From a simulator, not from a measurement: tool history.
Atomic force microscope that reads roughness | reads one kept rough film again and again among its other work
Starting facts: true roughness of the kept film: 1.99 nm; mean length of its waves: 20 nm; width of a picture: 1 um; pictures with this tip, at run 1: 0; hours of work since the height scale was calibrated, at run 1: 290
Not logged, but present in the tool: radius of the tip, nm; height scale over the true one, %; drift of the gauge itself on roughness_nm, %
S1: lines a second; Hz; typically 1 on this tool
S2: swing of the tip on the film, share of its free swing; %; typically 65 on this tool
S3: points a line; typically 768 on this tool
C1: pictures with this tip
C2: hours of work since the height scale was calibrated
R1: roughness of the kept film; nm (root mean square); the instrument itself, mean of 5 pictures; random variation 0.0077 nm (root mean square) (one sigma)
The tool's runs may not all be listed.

run	day	S1	S2	S3	C1	C2	R1
1	0	1	65	768	0	290	1.652
2	0.671	1	65	284	26	301	1.589
3	1.708	1	65	284	65	318	1.594
4	2.438	1	65	284	93	331	1.588
5	3.492	1	65	284	134	348	1.595
6	4.108	1	65	284	158	358	1.592
7	5.183	1	65	284	199	376	1.592
# day 5.867: new tip fitted
8	6.333	1	65	790	18	395	1.632
9	7.171	1	65	790	51	409	1.629
10	7.988	1	66	768	82	422	1.625
11	9.133	1	65	768	126	441	1.626
12	9.775	1	65	768	151	452	1.635
13	10.708	1	56	768	186	468	1.642
14	11.325	1	56	901	210	478	1.643
# day 11.696: new tip fitted
15	12.433	1	56	901	28	496	1.647
16	13.475	1	56	901	68	513	1.642
17	14.388	1	56	901	103	528	1.645
18	14.954	1	65	501	125	538	1.622
19	15.562	1	65	758	148	548	1.639
20	16.071	1	65	768	168	556	1.619
21	16.667	1	65	768	191	566	1.632
# day 17.575: new tip fitted
22	17.746	1	87	768	6	584	1.58
23	18.879	1	87	768	50	602	1.585
24	19.829	1	87	768	86	618	1.585
25	20.996	1.61	65	768	131	638	1.615
26	22.183	1.61	65	768	177	657	1.626
# day 23.396: new tip fitted
27	23.396	1.79	80	996	0	677	1.566
28	24.217	1.79	80	996	32	691	1.556
29	24.767	3.92	76	841	53	700	1.49
30	25.542	1	65	264	83	713	1.574
31	26.675	2.63	69	490	126	731	1.57
32	27.258	2.63	61	490	149	741	1.592
33	27.754	2.63	61	490	168	749	1.606
34	28.846	3.13	66	417	210	767	1.558
# day 29.204: new tip fitted
35	29.55	3.13	65	417	13	779	1.578
36	30.05	3.3	65	318	32	787	1.555
37	30.575	1	57	768	52	796	1.632
38	31.617	2.34	65	941	92	813	1.596
39	32.625	4	79	300	131	830	1.429
40	33.229	3.72	60	391	154	840	1.578
41	34.242	0.89	56	391	193	857	1.624
42	34.738	1.25	79	879	212	865	1.593
# day 35.046: new tip fitted
43	35.933	1.25	79	879	34	884	1.581
44	36.458	3.48	65	481	55	893	1.556
45	37.025	3.48	65	481	76	903	1.555
46	38.042	1.18	73	481	115	919	1.596
47	38.862	0.91	73	755	147	933	1.612

Hidden state at the last listed run before each entry between runs and at the first one after, where it differs:
In the gap between runs 7 and 8: new tip fitted (day 5.867)
  radius of the tip, nm: 10.2 -> 10
In the gap between runs 14 and 15: new tip fitted (day 11.696)
  radius of the tip, nm: 10.2 -> 10
In the gap between runs 21 and 22: new tip fitted (day 17.575)
  radius of the tip, nm: 10.2 -> 10
In the gap between runs 26 and 27: new tip fitted (day 23.396)
  radius of the tip, nm: 10.2 -> 10
In the gap between runs 34 and 35: new tip fitted (day 29.204)
  radius of the tip, nm: 10.2 -> 10
In the gap between runs 42 and 43: new tip fitted (day 35.046)
  radius of the tip, nm: 10.2 -> 10

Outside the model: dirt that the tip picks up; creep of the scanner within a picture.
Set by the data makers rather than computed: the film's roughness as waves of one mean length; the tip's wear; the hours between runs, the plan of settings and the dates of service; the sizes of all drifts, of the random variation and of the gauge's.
